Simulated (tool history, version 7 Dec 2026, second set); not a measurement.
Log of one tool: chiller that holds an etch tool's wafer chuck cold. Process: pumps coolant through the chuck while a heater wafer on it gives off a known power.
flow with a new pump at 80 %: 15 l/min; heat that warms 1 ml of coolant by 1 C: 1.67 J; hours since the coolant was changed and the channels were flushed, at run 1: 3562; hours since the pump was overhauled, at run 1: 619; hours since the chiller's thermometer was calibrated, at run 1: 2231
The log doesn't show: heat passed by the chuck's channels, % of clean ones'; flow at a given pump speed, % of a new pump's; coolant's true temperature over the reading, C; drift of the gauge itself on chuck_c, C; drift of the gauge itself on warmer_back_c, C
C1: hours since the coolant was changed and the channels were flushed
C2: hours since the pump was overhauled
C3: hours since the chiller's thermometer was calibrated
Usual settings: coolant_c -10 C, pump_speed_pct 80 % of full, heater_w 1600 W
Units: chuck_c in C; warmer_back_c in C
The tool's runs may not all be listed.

Run 1, day 0: usual settings; C1 3562; C2 619; C3 2231. Result: chuck_c 8.5 C, warmer_back_c 3.81 C.
Run 2, day 2.179: usual settings but heater_w 1395 W; C1 3614; C2 672; C3 2283. Result: chuck_c 6.2 C, warmer_back_c 3.38 C.
Run 3, day 3.158: usual settings; C1 3638; C2 695; C3 2307. Result: chuck_c 8.6 C, warmer_back_c 3.87 C.
Run 4, day 4.888: usual settings but pump_speed_pct 75 % of full; C1 3679; C2 737; C3 2348. Result: chuck_c 9.3 C, warmer_back_c 4.13 C.
Run 5, day 7.054: usual settings but heater_w 1732 W; C1 3731; C2 789; C3 2400. Result: chuck_c 10.2 C, warmer_back_c 4.19 C.
Run 6, day 8.458: usual settings but coolant_c -13 C; C1 3765; C2 822; C3 2434. Result: chuck_c 5.7 C, warmer_back_c 3.84 C.
Run 7, day 10.392: usual settings but coolant_c -13 C; C1 3811; C2 869; C3 2480. Result: chuck_c 5.7 C, warmer_back_c 3.83 C.
Run 8, day 11.646: usual settings but coolant_c -13 C; C1 3841; C2 899; C3 2510. Result: chuck_c 5.6 C, warmer_back_c 3.87 C.
Run 9, day 12.633: usual settings but coolant_c -13 C; C1 3865; C2 922; C3 2534. Result: chuck_c 5.6 C, warmer_back_c 3.82 C.
Run 10, day 14.758: usual settings but coolant_c -13 C; C1 3916; C2 973; C3 2585. Result: chuck_c 5.8 C, warmer_back_c 3.81 C.
Run 11, day 15.888: usual settings but coolant_c -14 C; C1 3943; C2 1001; C3 2612. Result: chuck_c 4.7 C, warmer_back_c 3.84 C.
Run 12, day 17.725: usual settings; C1 3987; C2 1045; C3 2656. Result: chuck_c 8.7 C, warmer_back_c 3.78 C.
Run 13, day 19.033: usual settings; C1 4019; C2 1076; C3 2688. Result: chuck_c 8.7 C, warmer_back_c 3.87 C.
Run 14, day 20.917: usual settings but heater_w 850 W; C1 4064; C2 1121; C3 2733. Result: chuck_c -0.1 C, warmer_back_c 2.06 C.
Run 15, day 23.046: usual settings but heater_w 850 W; C1 4115; C2 1172; C3 2784. Result: chuck_c -0.2 C, warmer_back_c 2.07 C.
Run 16, day 24.171: usual settings but coolant_c -4 C; C1 4142; C2 1199; C3 2811. Result: chuck_c 14.7 C, warmer_back_c 3.79 C.
Run 17, day 26.012: usual settings but coolant_c -18 C, pump_speed_pct 67 % of full, heater_w 921 W; C1 4186; C2 1244; C3 2855. Result: chuck_c -6 C, warmer_back_c 2.73 C.
Run 18, day 27.388: usual settings but coolant_c -1 C, pump_speed_pct 97 % of full, heater_w 1320 W; C1 4219; C2 1277; C3 2888. Result: chuck_c 12.6 C, warmer_back_c 2.55 C.
Run 19, day 29.279: usual settings but coolant_c -16 C, heater_w 1736 W; C1 4265; C2 1322; C3 2933. Result: chuck_c 4.2 C, warmer_back_c 4.18 C.
Run 20, day 30.829: usual settings but coolant_c -16 C, heater_w 1736 W; C1 4302; C2 1359; C3 2971. Result: chuck_c 4.4 C, warmer_back_c 4.18 C.
Run 21, day 32.171: usual settings but coolant_c -3 C, pump_speed_pct 70 % of full, heater_w 2071 W; C1 4334; C2 1391; C3 3003. Result: chuck_c 23.3 C, warmer_back_c 5.76 C.
Run 22, day 33.779: usual settings but pump_speed_pct 73 % of full, heater_w 1779 W; C1 4373; C2 1430; C3 3041. Result: chuck_c 11.9 C, warmer_back_c 4.78 C.
Run 23, day 34.971: usual settings but pump_speed_pct 73 % of full, heater_w 1779 W; C1 4401; C2 1459; C3 3070. Result: chuck_c 11.9 C, warmer_back_c 4.72 C.
Run 24, day 36.308: usual settings but coolant_c -14 C, pump_speed_pct 78 % of full; C1 4433; C2 1491; C3 3102. Result: chuck_c 5 C, warmer_back_c 3.99 C.
Run 25, day 37.321: usual settings but coolant_c -14 C, pump_speed_pct 78 % of full; C1 4458; C2 1515; C3 3126. Result: chuck_c 5 C, warmer_back_c 3.99 C.
Run 26, day 38.208: usual settings but coolant_c -14 C, pump_speed_pct 78 % of full, heater_w 2123 W; C1 4479; C2 1536; C3 3148. Result: chuck_c 11.2 C, warmer_back_c 5.28 C.
Run 27, day 39.583: usual settings but coolant_c -19 C, pump_speed_pct 60 % of full, heater_w 1134 W; C1 4512; C2 1569; C3 3181. Result: chuck_c -3.2 C, warmer_back_c 3.75 C.
Run 28, day 41.717: usual settings but coolant_c -12 C, pump_speed_pct 60 % of full, heater_w 2148 W; C1 4563; C2 1621; C3 3232. Result: chuck_c 17.7 C, warmer_back_c 7.1 C.
At day 42.8: chiller's thermometer calibrated.
Run 29, day 43.525: usual settings but coolant_c -4 C, pump_speed_pct 66 % of full, heater_w 1731 W; C1 4605; C2 1663; C3 17. Result: chuck_c 18.9 C, warmer_back_c 5.17 C.
Run 30, day 45.117: usual settings but coolant_c -5 C, pump_speed_pct 67 % of full, heater_w 905 W; C1 4644; C2 1701; C3 56. Result: chuck_c 6.7 C, warmer_back_c 2.62 C.
Run 31, day 47.092: usual settings but coolant_c -15 C, pump_speed_pct 65 % of full; C1 4691; C2 1748; C3 103. Result: chuck_c 6.4 C, warmer_back_c 4.83 C.
Run 32, day 49.225: usual settings but pump_speed_pct 99 % of full, heater_w 897 W; C1 4742; C2 1800; C3 154. Result: chuck_c -0.7 C, warmer_back_c 1.64 C.

3 ways to go on from here, each from the tool as it stands after run 32. What would each give?
Run A, day 50.696: usual settings but pump_speed_pct 96 % of full, heater_w 878 W; C1 4778; C2 1835; C3 189. Result: chuck_c ?, warmer_back_c ?.
Run B, day 50.696: usual settings but coolant_c -11 C, pump_speed_pct 70 % of full, heater_w 897 W; C1 4778; C2 1835; C3 189. Result: chuck_c ?, warmer_back_c ?.
Run C, day 50.696: usual settings but coolant_c -2 C, pump_speed_pct 63 % of full, heater_w 1074 W; C1 4778; C2 1835; C3 189. Result: chuck_c ?, warmer_back_c ?.

run  chuck_c  warmer_back_c
  A     -0.8           1.74
  B      0.5           2.55
  C     12.6           3.36
Without the tool's hidden state the same runs would have given:
run  chuck_c  warmer_back_c
  A     -0.8           1.74
  B      0.4           2.55
  C     12.6           3.36
